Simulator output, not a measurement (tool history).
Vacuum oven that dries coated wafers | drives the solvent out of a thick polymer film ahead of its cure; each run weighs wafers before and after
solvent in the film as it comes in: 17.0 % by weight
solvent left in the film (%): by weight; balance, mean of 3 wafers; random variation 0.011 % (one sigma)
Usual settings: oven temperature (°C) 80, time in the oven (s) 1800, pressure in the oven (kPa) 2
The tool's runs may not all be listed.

run 1 hour=0 | oven_temperature_(°C)=80 time_in_the_oven_(s)=1800 pressure_in_the_oven_(kPa)=2 | solvent_left_in_the_film_(%)=1.1
run 2 hour=10.9 | oven_temperature_(°C)=80 time_in_the_oven_(s)=1800 pressure_in_the_oven_(kPa)=2 | solvent_left_in_the_film_(%)=1.13
run 3 hour=22.1 | oven_temperature_(°C)=80 time_in_the_oven_(s)=1800 pressure_in_the_oven_(kPa)=2 | solvent_left_in_the_film_(%)=1.11
run 4 hour=28.6 | oven_temperature_(°C)=82 time_in_the_oven_(s)=1800 pressure_in_the_oven_(kPa)=2 | solvent_left_in_the_film_(%)=0.88
run 5 hour=37.3 | oven_temperature_(°C)=80 time_in_the_oven_(s)=3240 pressure_in_the_oven_(kPa)=2 | solvent_left_in_the_film_(%)=0.48
run 6 hour=45.5 | oven_temperature_(°C)=80 time_in_the_oven_(s)=3240 pressure_in_the_oven_(kPa)=2 | solvent_left_in_the_film_(%)=0.48
run 7 hour=53.5 | oven_temperature_(°C)=80 time_in_the_oven_(s)=1800 pressure_in_the_oven_(kPa)=2 | solvent_left_in_the_film_(%)=1.1
run 8 hour=66.6 | oven_temperature_(°C)=84 time_in_the_oven_(s)=1800 pressure_in_the_oven_(kPa)=2 | solvent_left_in_the_film_(%)=0.72
run 9 hour=75.2 | oven_temperature_(°C)=79 time_in_the_oven_(s)=2160 pressure_in_the_oven_(kPa)=6.57 | solvent_left_in_the_film_(%)=1.85
run 10 hour=83 | oven_temperature_(°C)=79 time_in_the_oven_(s)=2160 pressure_in_the_oven_(kPa)=6.57 | solvent_left_in_the_film_(%)=1.85
run 11 hour=96.8 | oven_temperature_(°C)=79 time_in_the_oven_(s)=2160 pressure_in_the_oven_(kPa)=6.57 | solvent_left_in_the_film_(%)=1.84
run 12 hour=109.2 | oven_temperature_(°C)=79 time_in_the_oven_(s)=2160 pressure_in_the_oven_(kPa)=6.57 | solvent_left_in_the_film_(%)=1.83
run 13 hour=121 | oven_temperature_(°C)=74 time_in_the_oven_(s)=1800 pressure_in_the_oven_(kPa)=7.28 | solvent_left_in_the_film_(%)=3.36
run 14 hour=134.8 | oven_temperature_(°C)=74 time_in_the_oven_(s)=1800 pressure_in_the_oven_(kPa)=7.28 | solvent_left_in_the_film_(%)=3.33
run 15 hour=142.9 | oven_temperature_(°C)=74 time_in_the_oven_(s)=1800 pressure_in_the_oven_(kPa)=7.28 | solvent_left_in_the_film_(%)=3.33

Forecast each of these 5 alternatives for the next run:
run A hour=151.9 | oven_temperature_(°C)=80 time_in_the_oven_(s)=2820 pressure_in_the_oven_(kPa)=3.8 | solvent_left_in_the_film_(%)=?
run B hour=151.9 | oven_temperature_(°C)=90 time_in_the_oven_(s)=1680 pressure_in_the_oven_(kPa)=6.84 | solvent_left_in_the_film_(%)=?
run C hour=151.9 | oven_temperature_(°C)=85 time_in_the_oven_(s)=1080 pressure_in_the_oven_(kPa)=2.55 | solvent_left_in_the_film_(%)=?
run D hour=151.9 | oven_temperature_(°C)=80 time_in_the_oven_(s)=2460 pressure_in_the_oven_(kPa)=2 | solvent_left_in_the_film_(%)=?
run E hour=151.9 | oven_temperature_(°C)=74 time_in_the_oven_(s)=3060 pressure_in_the_oven_(kPa)=7.28 | solvent_left_in_the_film_(%)=?

run=A solvent_left_in_the_film_(%)=0.91
run=B solvent_left_in_the_film_(%)=1.05
run=C solvent_left_in_the_film_(%)=1.71
run=D solvent_left_in_the_film_(%)=0.63
run=E solvent_left_in_the_film_(%)=2.23
Without the tool's hidden state the same runs would have given:
run=A solvent_left_in_the_film_(%)=1.06
run=B solvent_left_in_the_film_(%)=1.21
run=C solvent_left_in_the_film_(%)=2.15
run=D solvent_left_in_the_film_(%)=0.8
run=E solvent_left_in_the_film_(%)=2.58
